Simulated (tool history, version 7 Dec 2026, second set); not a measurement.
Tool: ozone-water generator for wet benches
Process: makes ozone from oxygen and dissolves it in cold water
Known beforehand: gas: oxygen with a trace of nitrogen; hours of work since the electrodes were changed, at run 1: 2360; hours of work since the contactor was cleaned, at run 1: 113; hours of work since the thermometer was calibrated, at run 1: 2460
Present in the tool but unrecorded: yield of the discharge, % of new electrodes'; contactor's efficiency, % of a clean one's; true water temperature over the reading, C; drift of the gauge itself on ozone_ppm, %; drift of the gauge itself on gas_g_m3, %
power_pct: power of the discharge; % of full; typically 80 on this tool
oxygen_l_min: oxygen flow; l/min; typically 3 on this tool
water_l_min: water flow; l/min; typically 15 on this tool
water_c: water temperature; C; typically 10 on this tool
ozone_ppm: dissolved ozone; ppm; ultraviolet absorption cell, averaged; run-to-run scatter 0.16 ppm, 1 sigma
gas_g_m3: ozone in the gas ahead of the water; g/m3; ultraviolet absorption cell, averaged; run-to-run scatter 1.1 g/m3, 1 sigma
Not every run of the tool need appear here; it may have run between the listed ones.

run     day  power_pct  oxygen_l_min  water_l_min  water_c  hours of work since the electrodes were changed  hours of work since the contactor was cleaned  hours of work since the thermometer was calibrated  ozone_ppm  gas_g_m3
  1       0         80             3           15       10                                             2360                                            113                                                2460       21.7     205.9
  2   1.538         80             3           24       10                                             2391                                            144                                                2491       14.2     204.7
  3   4.358         80             3           22       10                                             2448                                            201                                                2548       15.2     203.3
  4   6.304         80             3           22       10                                             2488                                            241                                                2587       15.3     204.5
  5   9.821         80             3           15       15                                             2559                                            312                                                2659       20.5     205.1
  6  12.746         58          3.16           15       10                                             2618                                            371                                                2718       17.6     161.6

The next listed run, before its measurement:
  7  15.458         80          1.73           15       10                                             2673                                            426                                                2773          ?         ?

{"run 7": {"ozone_ppm": 18.3, "gas_g_m3": 254.8}}
Take away the tool's hidden state, keep the run-to-run variation as it was, and the same run would have given ozone_ppm 18.3 ppm, gas_g_m3 255 g/m3.

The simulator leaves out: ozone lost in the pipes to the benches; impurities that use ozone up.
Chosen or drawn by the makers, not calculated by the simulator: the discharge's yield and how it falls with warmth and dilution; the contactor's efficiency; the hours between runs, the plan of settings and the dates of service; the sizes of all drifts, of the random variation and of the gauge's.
